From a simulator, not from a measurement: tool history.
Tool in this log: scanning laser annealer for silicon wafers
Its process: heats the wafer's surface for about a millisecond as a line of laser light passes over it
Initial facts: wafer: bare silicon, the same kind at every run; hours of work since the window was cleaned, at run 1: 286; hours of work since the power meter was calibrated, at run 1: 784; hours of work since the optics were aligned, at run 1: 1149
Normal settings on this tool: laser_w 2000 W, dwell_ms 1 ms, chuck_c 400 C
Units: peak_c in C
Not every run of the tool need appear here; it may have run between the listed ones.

run,day,laser_w,dwell_ms,chuck_c,hours of work since the window was cleaned,hours of work since the power meter was calibrated,hours of work since the optics were aligned,peak_c
1,0,2000,1,400,286,784,1149,1116
2,0.917,2000,1,400,297,794,1159,1112
3,1.979,2000,1,400,308,806,1171,1114
4,3.862,2000,0.72,400,329,827,1192,992
5,4.854,2000,1,400,340,838,1203,1111
6,6.283,2000,1,400,356,854,1219,1105
7,8.071,2000,1,400,376,873,1239,1103
8,9.446,1791,1,400,391,889,1254,1035
9,11.212,1791,1,400,410,908,1273,1033
10,13.042,2000,0.93,400,431,928,1294,1076
11,13.992,2000,0.93,400,441,939,1304,1075
12,14.862,2000,0.93,400,451,948,1314,1077
13,15.929,2000,1,400,463,960,1326,1101
14,17.225,2000,1,400,477,975,1340,1104
# day 17.788: optics aligned, line set to its width
15,18.379,2000,1,400,487,985,7,1114
16,20.192,2000,1,400,507,1005,27,1110
17,21.55,2000,1,400,523,1020,42,1110
18,22.946,2000,0.71,410,538,1036,57,995
19,24.5,2000,0.71,410,555,1053,74,995
20,26.2,1908,1,400,574,1072,93,1074
21,27.979,1837,1,424,594,1091,113,1070
22,29.421,2000,0.96,409,610,1107,129,1096
23,30.238,2148,0.96,409,619,1116,138,1142
24,31.8,2148,0.96,409,636,1134,155,1146
25,32.671,2168,0.79,388,646,1143,165,1052
26,33.654,2168,0.79,388,656,1154,176,1050
27,35.096,2168,0.79,388,672,1170,191,1048
28,36.433,2168,1.2,388,687,1185,206,1226
29,37.875,2000,0.74,389,703,1201,222,976
30,38.7,2000,0.74,389,712,1210,231,975
31,40.038,1845,1,406,727,1225,246,1049

Hidden state at the last listed run before each entry between runs and at the first one after, where it differs:
After run 14, before run 15: optics aligned, line set to its width (day 17.788)
  light that passes the window, % of a clean one's: 96.3 -> 96.22; width of the line over the set one, %: 3.41 -> 0.19
  what was measured, less what the result would be without the hidden state, peak_c: -36 -> -26 C
